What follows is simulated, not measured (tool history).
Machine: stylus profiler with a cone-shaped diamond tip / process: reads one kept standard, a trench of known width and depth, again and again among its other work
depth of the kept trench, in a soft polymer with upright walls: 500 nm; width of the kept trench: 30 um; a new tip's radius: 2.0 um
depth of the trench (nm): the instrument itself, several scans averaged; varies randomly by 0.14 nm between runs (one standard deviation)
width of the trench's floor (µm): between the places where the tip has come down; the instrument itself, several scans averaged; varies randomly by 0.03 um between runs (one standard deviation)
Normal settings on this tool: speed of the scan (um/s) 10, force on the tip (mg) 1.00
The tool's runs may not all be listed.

| run | hour | speed of the scan (um/s) | force on the tip (mg) | depth of the trench (nm) | width of the trench's floor (µm) |
|---|---|---|---|---|---|
| 1 | 0.0 | 10 | 1.00 | 503.61 | 27.26 |
| 2 | 29.1 | 10 | 1.00 | 503.39 | 27.20 |
| 3 | 64.0 | 10 | 1.00 | 503.70 | 27.11 |
| 4 | 96.9 | 10 | 1.00 | 503.42 | 27.09 |
| 5 | 121.5 | 10 | 1.00 | 503.74 | 27.01 |
| 6 | 148.8 | 10 | 0.82 | 503.17 | 26.90 |
| 7 | 182.1 | 10 | 0.82 | 503.16 | 26.84 |
| 8 | 209.8 | 10 | 0.82 | 503.22 | 26.82 |
| 9 | 236.2 | 10 | 0.82 | 503.30 | 26.79 |
| 10 | 272.9 | 10 | 0.82 | 503.55 | 26.69 |
| 11 | 312.4 | 15 | 1.00 | 503.90 | 26.62 |
| 12 | 345.8 | 15 | 1.00 | 504.02 | 26.55 |
| 13 | 365.7 | 15 | 1.00 | 503.74 | 26.53 |
| 14 | 402.3 | 15 | 1.00 | 503.70 | 26.34 |
| 15 | 446.3 | 15 | 1.00 | 503.84 | 26.31 |
| 16 | 473.4 | 15 | 1.00 | 504.11 | 26.25 |
| 17 | 498.1 | 15 | 1.00 | 504.12 | 26.25 |
| 18 | 522.5 | 15 | 1.00 | 503.77 | 26.16 |
| 19 | 559.1 | 15 | 1.00 | 504.37 | 26.08 |
| 20 | 589.1 | 15 | 1.00 | 504.25 | 26.02 |
| 21 | 612.0 | 15 | 1.00 | 504.30 | 25.96 |
| 22 | 639.5 | 15 | 1.00 | 504.23 | 25.93 |
| 23 | 682.9 | 15 | 1.00 | 504.18 | 25.91 |
| 24 | 722.5 | 37 | 1.00 | 504.11 | 25.72 |
| 25 | 744.5 | 10 | 2.54 | 507.33 | 25.77 |
| 26 | 780.3 | 6 | 0.65 | 503.26 | 25.76 |
| 27 | 824.0 | 37 | 0.34 | 502.44 | 25.38 |
| 28 | 848.5 | 9 | 0.41 | 502.51 | 25.62 |
| 29 | 878.8 | 9 | 0.41 | 502.89 | 25.60 |
| 30 | 919.7 | 10 | 0.57 | 503.39 | 25.52 |
| 31 | 951.7 | 10 | 0.57 | 503.56 | 25.54 |
| 32 | 984.9 | 34 | 1.24 | 504.92 | 25.32 |
| 33 | 1010.0 | 10 | 1.30 | 505.03 | 25.40 |
| 34 | 1036.6 | 2 | 0.83 | 503.68 | 25.42 |
| 35 | 1071.1 | 5 | 1.33 | 505.44 | 25.32 |
| 36 | 1094.2 | 13 | 1.00 | 504.71 | 25.28 |
| 37 | 1134.7 | 35 | 0.79 | 504.22 | 25.11 |
| 38 | 1167.1 | 16 | 1.79 | 506.31 | 25.15 |
| 39 | 1198.1 | 16 | 1.79 | 506.35 | 25.12 |
| 40 | 1223.8 | 16 | 1.79 | 506.44 | 25.11 |
| 41 | 1261.0 | 14 | 0.36 | 503.11 | 24.92 |
| 42 | 1289.7 | 14 | 0.36 | 503.11 | 24.98 |
| 43 | 1320.5 | 11 | 1.00 | 504.77 | 24.97 |
| 44 | 1348.5 | 11 | 1.00 | 505.03 | 25.02 |
| 45 | 1368.8 | 11 | 1.00 | 505.03 | 24.93 |
| 46 | 1400.8 | 3 | 2.43 | 508.02 | 24.90 |
|  | 1436.2 | new tip fitted, height scale calibrated |
| 47 | 1438.5 | 16 | 1.11 | 503.73 | 27.20 |

Pick out some run-to-run changes in depth of the trench (nm). Of each, how much would a tool without hidden state show as well, from the settings, what came in and chance, and how much is left for the hidden state and any gauge scatter not in both results compared?
Hidden state at play: radius of the tip, um; height scale over the true one, %; drift of the gauge itself on depth_nm, %; drift of the gauge itself on floor_um, %.
Run 22 -> 23: no setting touched and nothing written in the log between the runs. depth of the trench (nm) -0.05: hidden state +0.05, all else -0.10.
Run 25 -> 26: speed of the scan (um/s) 10 -> 6, force on the tip (mg) 2.54 -> 0.65. depth of the trench (nm) -4.07: hidden state +0.02, all else -4.09.
Run 26 -> 27: speed of the scan (um/s) 6 -> 37, force on the tip (mg) 0.65 -> 0.34. depth of the trench (nm) -0.82: hidden state +0.05, all else -0.87.
Run 40 -> 41: speed of the scan (um/s) 16 -> 14, force on the tip (mg) 1.79 -> 0.36. depth of the trench (nm) -3.33: hidden state +0.02, all else -3.35.
Run 46 -> 47: speed of the scan (um/s) 3 -> 16, force on the tip (mg) 2.43 -> 1.11, new tip fitted, height scale calibrated. depth of the trench (nm) -4.29: hidden state -1.28, all else -3.01.
